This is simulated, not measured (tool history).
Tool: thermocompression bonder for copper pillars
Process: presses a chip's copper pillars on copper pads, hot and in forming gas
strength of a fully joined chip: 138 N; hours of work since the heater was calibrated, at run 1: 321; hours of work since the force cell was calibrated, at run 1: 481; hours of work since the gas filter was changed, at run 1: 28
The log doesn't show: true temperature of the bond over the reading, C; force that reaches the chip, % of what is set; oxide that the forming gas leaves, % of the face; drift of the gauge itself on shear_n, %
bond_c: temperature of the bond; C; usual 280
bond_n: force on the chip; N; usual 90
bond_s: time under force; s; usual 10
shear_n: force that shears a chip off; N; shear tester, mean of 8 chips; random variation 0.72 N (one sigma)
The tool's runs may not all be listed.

run,hour,bond_c,bond_n,bond_s,hours of work since the heater was calibrated,hours of work since the force cell was calibrated,hours of work since the gas filter was changed,shear_n
1,0,280,90,10,321,481,28,46.5
2,49.1,280,111,10,355,515,61,56.1
3,89.7,280,111,10,382,542,89,54.3
# hour 118.7: forming gas filter changed
4,125.8,280,90,10,407,567,5,48.2
5,177.8,278,90,10,442,602,40,46
6,234.9,278,90,10,481,641,79,41.9
# hour 279: forming gas filter changed
7,284.2,278,90,10,514,674,3,46.7
8,320.2,265,108,10,538,699,28,45.7
# hour 325.3: force cell calibrated
9,365.6,265,108,10,568,27,58,42
10,422.8,265,108,10,607,66,97,41.1
# hour 438.8: forming gas filter changed
11,451.9,265,108,10,627,86,9,46.8
12,476.8,277,56,21,644,103,26,36.2
13,512.5,277,56,21,668,127,50,35.1

Forecast each of these 4 alternatives for the next run:
A,569.2,277,56,29,706,166,89,?
B,569.2,280,75,10,706,166,89,?
C,569.2,277,93,8,706,166,89,?
D,569.2,274,56,27,706,166,89,?

run,shear_n
A,37.3
B,33.5
C,37.8
D,35.3
Without the tool's hidden state the same runs would have given:
run,shear_n
A,46.9
B,42.2
C,47.6
D,44.4
